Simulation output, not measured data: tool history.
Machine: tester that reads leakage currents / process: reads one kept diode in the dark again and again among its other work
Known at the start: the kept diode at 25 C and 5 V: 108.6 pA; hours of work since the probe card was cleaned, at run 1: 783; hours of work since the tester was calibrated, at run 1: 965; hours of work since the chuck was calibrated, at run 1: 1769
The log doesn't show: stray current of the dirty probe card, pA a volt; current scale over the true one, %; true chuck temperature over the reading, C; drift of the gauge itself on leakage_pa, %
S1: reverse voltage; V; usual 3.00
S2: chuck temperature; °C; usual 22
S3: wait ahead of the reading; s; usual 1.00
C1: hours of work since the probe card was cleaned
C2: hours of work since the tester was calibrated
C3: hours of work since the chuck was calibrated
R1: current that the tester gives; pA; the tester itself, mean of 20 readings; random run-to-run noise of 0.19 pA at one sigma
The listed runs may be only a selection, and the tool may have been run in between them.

| run | hour | S1 | S2 | S3 | C1 | C2 | C3 | R1 |
|---|---|---|---|---|---|---|---|---|
| 1 | 0.0 | 3.00 | 22 | 1.00 | 783 | 965 | 1769 | 57.75 |
| 2 | 54.4 | 3.00 | 22 | 1.00 | 809 | 990 | 1794 | 57.87 |
| 3 | 109.2 | 3.00 | 22 | 1.00 | 834 | 1016 | 1820 | 57.94 |
| 4 | 192.3 | 3.00 | 22 | 1.00 | 873 | 1054 | 1858 | 58.49 |
| 5 | 247.3 | 3.00 | 22 | 1.00 | 899 | 1080 | 1884 | 58.40 |
| 6 | 301.6 | 3.00 | 22 | 1.00 | 924 | 1105 | 1910 | 58.69 |
| 7 | 355.7 | 3.00 | 22 | 1.33 | 949 | 1131 | 1935 | 58.27 |
| 8 | 420.1 | 3.00 | 54 | 1.00 | 980 | 1161 | 1965 | 914.20 |
| 9 | 457.1 | 3.00 | 22 | 1.00 | 997 | 1178 | 1982 | 58.78 |
| 10 | 533.8 | 3.00 | 27 | 1.00 | 1033 | 1214 | 2018 | 89.88 |
| 11 | 609.1 | 3.00 | 27 | 1.00 | 1068 | 1249 | 2053 | 90.63 |
|  | 620.0 | probe card cleaned and baked |
| 12 | 678.7 | 3.00 | 27 | 1.00 | 27 | 1280 | 2084 | 81.15 |
| 13 | 762.9 | 3.00 | 27 | 1.00 | 67 | 1320 | 2124 | 80.59 |
| 14 | 842.1 | 3.00 | 27 | 1.00 | 104 | 1357 | 2161 | 81.00 |
| 15 | 887.4 | 3.00 | 27 | 1.00 | 125 | 1378 | 2182 | 81.75 |
| 16 | 927.0 | 3.00 | 27 | 1.00 | 143 | 1396 | 2200 | 81.32 |
| 17 | 962.0 | 3.00 | 27 | 1.00 | 160 | 1413 | 2217 | 81.25 |
| 18 | 1025.8 | 3.00 | 30 | 1.00 | 190 | 1442 | 2246 | 108.08 |
| 19 | 1063.4 | 3.00 | 30 | 1.00 | 207 | 1460 | 2264 | 107.82 |
|  | 1086.6 | chuck's temperature calibrated |
| 20 | 1119.5 | 13.21 | 43 | 6.26 | 232 | 1485 | 15 | 1026.13 |
| 21 | 1171.7 | 7.70 | 39 | 6.26 | 257 | 1510 | 40 | 525.75 |
| 22 | 1215.2 | 12.59 | 31 | 2.04 | 277 | 1530 | 60 | 345.28 |
| 23 | 1251.2 | 1.79 | 22 | 1.54 | 294 | 1547 | 77 | 45.77 |
| 24 | 1293.1 | 1.26 | 48 | 2.32 | 313 | 1566 | 96 | 388.03 |
| 25 | 1360.9 | 17.59 | 25 | 1.29 | 345 | 1598 | 128 | 250.26 |
| 26 | 1404.4 | 11.35 | 22 | 1.83 | 365 | 1618 | 148 | 144.43 |
| 27 | 1441.9 | 3.00 | 51 | 1.00 | 383 | 1636 | 166 | 830.78 |
| 28 | 1508.6 | 3.00 | 29 | 0.53 | 414 | 1667 | 197 | 122.02 |
| 29 | 1561.1 | 3.00 | 29 | 0.53 | 439 | 1691 | 222 | 122.56 |
| 30 | 1619.2 | 12.46 | 58 | 1.22 | 466 | 1719 | 249 | 3377.14 |

5 options for the next run, each taken on its own from the tool as it stands now. Forecast them:
| A | 1669.2 | 3.00 | 22 | 3.05 | 489 | 1742 | 272 | ? |
| B | 1669.2 | 1.80 | 22 | 1.16 | 489 | 1742 | 272 | ? |
| C | 1669.2 | 3.00 | 22 | 0.50 | 489 | 1742 | 272 | ? |
| D | 1669.2 | 3.00 | 22 | 2.98 | 489 | 1742 | 272 | ? |
| E | 1669.2 | 12.46 | 58 | 0.31 | 489 | 1742 | 272 | ? |

| run | R1 |
|---|---|
| A | 63.22 |
| B | 46.66 |
| C | 64.71 |
| D | 63.44 |
| E | 3354.42 |
With no hidden state in the tool, these same runs would have given:
| run | R1 |
|---|---|
| A | 59.99 |
| B | 44.85 |
| C | 61.45 |
| D | 60.19 |
| E | 3373.49 |

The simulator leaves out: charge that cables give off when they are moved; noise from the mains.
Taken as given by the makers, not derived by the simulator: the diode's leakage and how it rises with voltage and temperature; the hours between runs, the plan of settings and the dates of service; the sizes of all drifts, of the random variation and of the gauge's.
